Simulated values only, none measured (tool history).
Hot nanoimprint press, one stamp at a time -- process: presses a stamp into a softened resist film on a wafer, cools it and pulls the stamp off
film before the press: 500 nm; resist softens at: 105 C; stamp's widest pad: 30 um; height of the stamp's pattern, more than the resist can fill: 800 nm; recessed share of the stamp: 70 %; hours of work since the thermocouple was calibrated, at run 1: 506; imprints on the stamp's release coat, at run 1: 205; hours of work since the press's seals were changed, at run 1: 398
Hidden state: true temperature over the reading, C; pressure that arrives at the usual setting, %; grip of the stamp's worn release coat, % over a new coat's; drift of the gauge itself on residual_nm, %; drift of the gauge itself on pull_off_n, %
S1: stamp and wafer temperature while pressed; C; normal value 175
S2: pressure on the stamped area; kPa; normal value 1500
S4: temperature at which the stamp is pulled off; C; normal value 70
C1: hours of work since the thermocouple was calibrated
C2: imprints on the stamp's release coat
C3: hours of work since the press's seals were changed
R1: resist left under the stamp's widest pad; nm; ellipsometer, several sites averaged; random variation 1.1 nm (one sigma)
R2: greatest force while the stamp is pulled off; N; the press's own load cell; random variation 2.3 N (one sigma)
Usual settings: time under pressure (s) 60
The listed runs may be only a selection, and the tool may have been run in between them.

{"run": 1, "hour": 0.0, "S1": 175, "S2": 1500, "time under pressure (s)": 60, "S4": 70, "C1": 506, "C2": 205, "C3": 398, "R1": 297.2, "R2": 113}
{"run": 2, "hour": 6.3, "S1": 175, "S2": 1500, "time under pressure (s)": 60, "S4": 70, "C1": 510, "C2": 238, "C3": 402, "R1": 299.1, "R2": 116}
{"run": 3, "hour": 18.1, "S1": 175, "S2": 1020, "time under pressure (s)": 60, "S4": 70, "C1": 518, "C2": 301, "C3": 410, "R1": 337.8, "R2": 116}
{"run": 4, "hour": 29.9, "S1": 175, "S2": 1020, "time under pressure (s)": 60, "S4": 70, "C1": 526, "C2": 362, "C3": 418, "R1": 338.5, "R2": 116}
{"hour": 34.6, "done": "plate thermocouple calibrated"}
{"run": 5, "hour": 47.0, "S1": 175, "S2": 1020, "time under pressure (s)": 60, "S4": 70, "C1": 9, "C2": 437, "C3": 428, "R1": 322.2, "R2": 116}
{"run": 6, "hour": 54.1, "S1": 175, "S2": 1500, "time under pressure (s)": 60, "S4": 70, "C1": 13, "C2": 474, "C3": 433, "R1": 281.4, "R2": 120}
{"run": 7, "hour": 60.1, "S1": 175, "S2": 1500, "time under pressure (s)": 60, "S4": 70, "C1": 18, "C2": 505, "C3": 437, "R1": 280.7, "R2": 124}
{"run": 8, "hour": 70.4, "S1": 177, "S2": 1120, "time under pressure (s)": 33, "S4": 60, "C1": 25, "C2": 560, "C3": 444, "R1": 353.4, "R2": 143}
{"run": 9, "hour": 83.9, "S1": 177, "S2": 1120, "time under pressure (s)": 33, "S4": 60, "C1": 34, "C2": 631, "C3": 454, "R1": 352.7, "R2": 151}
{"run": 10, "hour": 96.7, "S1": 177, "S2": 1120, "time under pressure (s)": 33, "S4": 60, "C1": 43, "C2": 698, "C3": 462, "R1": 352.6, "R2": 153}
{"run": 11, "hour": 107.2, "S1": 175, "S2": 2220, "time under pressure (s)": 60, "S4": 76, "C1": 50, "C2": 753, "C3": 470, "R1": 244.2, "R2": 114}
{"run": 12, "hour": 120.7, "S1": 185, "S2": 1210, "time under pressure (s)": 60, "S4": 76, "C1": 59, "C2": 824, "C3": 479, "R1": 240.5, "R2": 114}
{"run": 13, "hour": 131.8, "S1": 185, "S2": 1210, "time under pressure (s)": 60, "S4": 76, "C1": 67, "C2": 883, "C3": 487, "R1": 243.2, "R2": 118}

Alternative continuations, all from the tool just after run 13; predict every row:
{"run": "A", "hour": 138.1, "S1": 185, "S2": 1210, "time under pressure (s)": 51, "S4": 64, "C1": 71, "C2": 916, "C3": 491, "R1": "?", "R2": "?"}
{"run": "B", "hour": 138.1, "S1": 185, "S2": 1210, "time under pressure (s)": 78, "S4": 59, "C1": 71, "C2": 916, "C3": 491, "R1": "?", "R2": "?"}
{"run": "C", "hour": 138.1, "S1": 175, "S2": 1120, "time under pressure (s)": 60, "S4": 67, "C1": 71, "C2": 916, "C3": 491, "R1": "?", "R2": "?"}
{"run": "D", "hour": 138.1, "S1": 185, "S2": 1210, "time under pressure (s)": 79, "S4": 76, "C1": 71, "C2": 916, "C3": 491, "R1": "?", "R2": "?"}
{"run": "E", "hour": 138.1, "S1": 172, "S2": 1660, "time under pressure (s)": 91, "S4": 70, "C1": 71, "C2": 916, "C3": 491, "R1": "?", "R2": "?"}

run=A R1=255.9 R2=145
run=B R1=216.7 R2=159
run=C R1=312.4 R2=136
run=D R1=217.2 R2=118
run=E R1=255.0 R2=130
With the hidden condition removed and each run's random variation left untouched, the same runs would have given:
run=A R1=252.0 R2=111
run=B R1=213.1 R2=122
run=C R1=308.1 R2=104
run=D R1=213.5 R2=91
run=E R1=249.9 R2=99

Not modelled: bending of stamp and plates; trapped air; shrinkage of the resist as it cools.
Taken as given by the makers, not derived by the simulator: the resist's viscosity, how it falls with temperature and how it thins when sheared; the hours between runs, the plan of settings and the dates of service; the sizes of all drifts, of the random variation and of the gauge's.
